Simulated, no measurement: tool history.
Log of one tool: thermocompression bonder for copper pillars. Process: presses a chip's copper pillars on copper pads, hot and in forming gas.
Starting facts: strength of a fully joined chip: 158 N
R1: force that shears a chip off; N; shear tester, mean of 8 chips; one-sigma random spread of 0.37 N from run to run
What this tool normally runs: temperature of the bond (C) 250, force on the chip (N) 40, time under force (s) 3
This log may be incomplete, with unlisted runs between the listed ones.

run 1 day=0.000 | temperature_of_the_bond_(C)=250 force_on_the_chip_(N)=40 time_under_force_(s)=3 | R1=105.0
run 2 day=0.642 | temperature_of_the_bond_(C)=250 force_on_the_chip_(N)=40 time_under_force_(s)=3 | R1=105.6
run 3 day=1.275 | temperature_of_the_bond_(C)=250 force_on_the_chip_(N)=40 time_under_force_(s)=3 | R1=105.6
run 4 day=1.592 | temperature_of_the_bond_(C)=250 force_on_the_chip_(N)=40 time_under_force_(s)=3 | R1=105.7
run 5 day=1.938 | temperature_of_the_bond_(C)=265 force_on_the_chip_(N)=40 time_under_force_(s)=3 | R1=120.1
run 6 day=2.312 | temperature_of_the_bond_(C)=250 force_on_the_chip_(N)=40 time_under_force_(s)=3 | R1=105.6
run 7 day=3.079 | temperature_of_the_bond_(C)=250 force_on_the_chip_(N)=40 time_under_force_(s)=5 | R1=119.1
run 8 day=3.650 | temperature_of_the_bond_(C)=250 force_on_the_chip_(N)=40 time_under_force_(s)=5 | R1=119.7
run 9 day=4.000 | temperature_of_the_bond_(C)=250 force_on_the_chip_(N)=40 time_under_force_(s)=3 | R1=105.6
run 10 day=4.333 | temperature_of_the_bond_(C)=250 force_on_the_chip_(N)=59 time_under_force_(s)=3 | R1=118.5
run 11 day=4.708 | temperature_of_the_bond_(C)=250 force_on_the_chip_(N)=59 time_under_force_(s)=3 | R1=119.3
run 12 day=5.271 | temperature_of_the_bond_(C)=250 force_on_the_chip_(N)=59 time_under_force_(s)=3 | R1=118.7
run 13 day=5.946 | temperature_of_the_bond_(C)=250 force_on_the_chip_(N)=59 time_under_force_(s)=3 | R1=119.1
run 14 day=6.525 | temperature_of_the_bond_(C)=227 force_on_the_chip_(N)=40 time_under_force_(s)=2 | R1=70.8
run 15 day=6.988 | temperature_of_the_bond_(C)=238 force_on_the_chip_(N)=42 time_under_force_(s)=3 | R1=94.3
run 16 day=7.492 | temperature_of_the_bond_(C)=244 force_on_the_chip_(N)=40 time_under_force_(s)=2 | R1=87.7
-- day=7.704 forming gas filter changed
run 17 day=8.146 | temperature_of_the_bond_(C)=240 force_on_the_chip_(N)=40 time_under_force_(s)=2 | R1=83.8
run 18 day=8.625 | temperature_of_the_bond_(C)=250 force_on_the_chip_(N)=40 time_under_force_(s)=3 | R1=105.5
run 19 day=8.975 | temperature_of_the_bond_(C)=231 force_on_the_chip_(N)=52 time_under_force_(s)=3 | R1=94.7
run 20 day=9.696 | temperature_of_the_bond_(C)=250 force_on_the_chip_(N)=30 time_under_force_(s)=7 | R1=119.9
run 21 day=10.038 | temperature_of_the_bond_(C)=250 force_on_the_chip_(N)=41 time_under_force_(s)=5 | R1=120.8

Consider 4 possible next runs. They are alternatives, not a sequence: every one starts from the tool as it was left by run 21. What does each give?
run A day=10.608 | temperature_of_the_bond_(C)=250 force_on_the_chip_(N)=52 time_under_force_(s)=5 | R1=?
run B day=10.608 | temperature_of_the_bond_(C)=256 force_on_the_chip_(N)=46 time_under_force_(s)=2 | R1=?
run C day=10.608 | temperature_of_the_bond_(C)=252 force_on_the_chip_(N)=40 time_under_force_(s)=3 | R1=?
run D day=10.608 | temperature_of_the_bond_(C)=225 force_on_the_chip_(N)=39 time_under_force_(s)=3 | R1=?

run=A R1=127.5
run=B R1=104.6
run=C R1=107.7
run=D R1=78.3
The same runs, with their run-to-run variation unchanged, on a tool lacking any hidden condition would have given:
run=A R1=127.6
run=B R1=104.7
run=C R1=107.7
run=D R1=78.3
